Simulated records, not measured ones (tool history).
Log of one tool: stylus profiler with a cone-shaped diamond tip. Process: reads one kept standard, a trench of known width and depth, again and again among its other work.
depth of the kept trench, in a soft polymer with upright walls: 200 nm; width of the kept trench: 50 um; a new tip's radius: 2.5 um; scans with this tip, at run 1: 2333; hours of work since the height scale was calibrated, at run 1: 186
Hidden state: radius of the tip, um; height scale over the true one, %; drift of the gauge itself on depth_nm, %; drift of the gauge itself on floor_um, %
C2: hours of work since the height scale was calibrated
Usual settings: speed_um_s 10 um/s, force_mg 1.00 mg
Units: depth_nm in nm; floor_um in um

Run 1, hour 0.0: usual settings; scans with this tip 2333; C2 186. Result: depth_nm 201.40 nm, floor_um 47.91 um.
Run 2, hour 34.2: usual settings but speed_um_s 21 um/s; scans with this tip 2630; C2 209. Result: depth_nm 201.43 nm, floor_um 47.74 um.
Run 3, hour 68.9: usual settings but speed_um_s 21 um/s; scans with this tip 2931; C2 233. Result: depth_nm 201.38 nm, floor_um 47.77 um.
Run 4, hour 99.5: usual settings but force_mg 0.40 mg; scans with this tip 3197; C2 255. Result: depth_nm 200.68 nm, floor_um 47.78 um.
Run 5, hour 137.9: usual settings but force_mg 0.40 mg; scans with this tip 3531; C2 281. Result: depth_nm 200.65 nm, floor_um 47.74 um.
Run 6, hour 188.0: usual settings but force_mg 0.99 mg; scans with this tip 3966; C2 316. Result: depth_nm 201.33 nm, floor_um 47.75 um.
Run 7, hour 218.7: usual settings; scans with this tip 4233; C2 337. Result: depth_nm 201.34 nm, floor_um 47.77 um.
Run 8, hour 246.8: usual settings; scans with this tip 4477; C2 357. Result: depth_nm 201.30 nm, floor_um 47.75 um.
Run 9, hour 298.8: usual settings; scans with this tip 4929; C2 393. Result: depth_nm 201.36 nm, floor_um 47.76 um.
Run 10, hour 332.9: usual settings but speed_um_s 6 um/s; scans with this tip 5225; C2 416. Result: depth_nm 201.28 nm, floor_um 47.79 um.
Run 11, hour 362.7: usual settings but speed_um_s 3 um/s; scans with this tip 5484; C2 437. Result: depth_nm 201.33 nm, floor_um 47.73 um.
Run 12, hour 407.7: usual settings but speed_um_s 3 um/s, force_mg 2.11 mg; scans with this tip 5875; C2 468. Result: depth_nm 202.21 nm, floor_um 47.77 um.
Run 13, hour 462.9: usual settings but speed_um_s 3 um/s, force_mg 2.11 mg; scans with this tip 6355; C2 506. Result: depth_nm 202.25 nm, floor_um 47.75 um.
Run 14, hour 489.7: usual settings but speed_um_s 3 um/s, force_mg 2.62 mg; scans with this tip 6588; C2 525. Result: depth_nm 202.63 nm, floor_um 47.76 um.
Run 15, hour 515.0: usual settings but speed_um_s 3 um/s, force_mg 2.62 mg; scans with this tip 6808; C2 542. Result: depth_nm 202.59 nm, floor_um 47.76 um.
Run 16, hour 539.2: usual settings but speed_um_s 3 um/s, force_mg 2.62 mg; scans with this tip 7018; C2 559. Result: depth_nm 202.61 nm, floor_um 47.77 um.
Run 17, hour 575.5: usual settings but speed_um_s 4 um/s; scans with this tip 7333; C2 584. Result: depth_nm 201.25 nm, floor_um 47.72 um.
Run 18, hour 627.3: usual settings but speed_um_s 9 um/s, force_mg 1.35 mg; scans with this tip 7783; C2 620. Result: depth_nm 201.60 nm, floor_um 47.66 um.
Run 19, hour 658.3: usual settings but speed_um_s 9 um/s, force_mg 0.48 mg; scans with this tip 8053; C2 641. Result: depth_nm 200.68 nm, floor_um 47.53 um.

Forecast each of these 4 alternatives for the next run:
Run A, hour 686.2: usual settings but speed_um_s 11 um/s, force_mg 0.60 mg; scans with this tip 8295; C2 661. Result: depth_nm ?, floor_um ?.
Run B, hour 686.2: usual settings but speed_um_s 9 um/s, force_mg 0.40 mg; scans with this tip 8295; C2 661. Result: depth_nm ?, floor_um ?.
Run C, hour 686.2: usual settings but speed_um_s 4 um/s, force_mg 0.48 mg; scans with this tip 8295; C2 661. Result: depth_nm ?, floor_um ?.
Run D, hour 686.2: usual settings but speed_um_s 9 um/s, force_mg 1.38 mg; scans with this tip 8295; C2 661. Result: depth_nm ?, floor_um ?.

run  depth_nm  floor_um
  A    200.82     47.54
  B    200.57     47.51
  C    200.67     47.61
  D    201.60     47.68
Without the tool's hidden state the same runs would have given:
run  depth_nm  floor_um
  A    201.06     47.88
  B    200.81     47.85
  C    200.91     47.94
  D    201.83     48.01
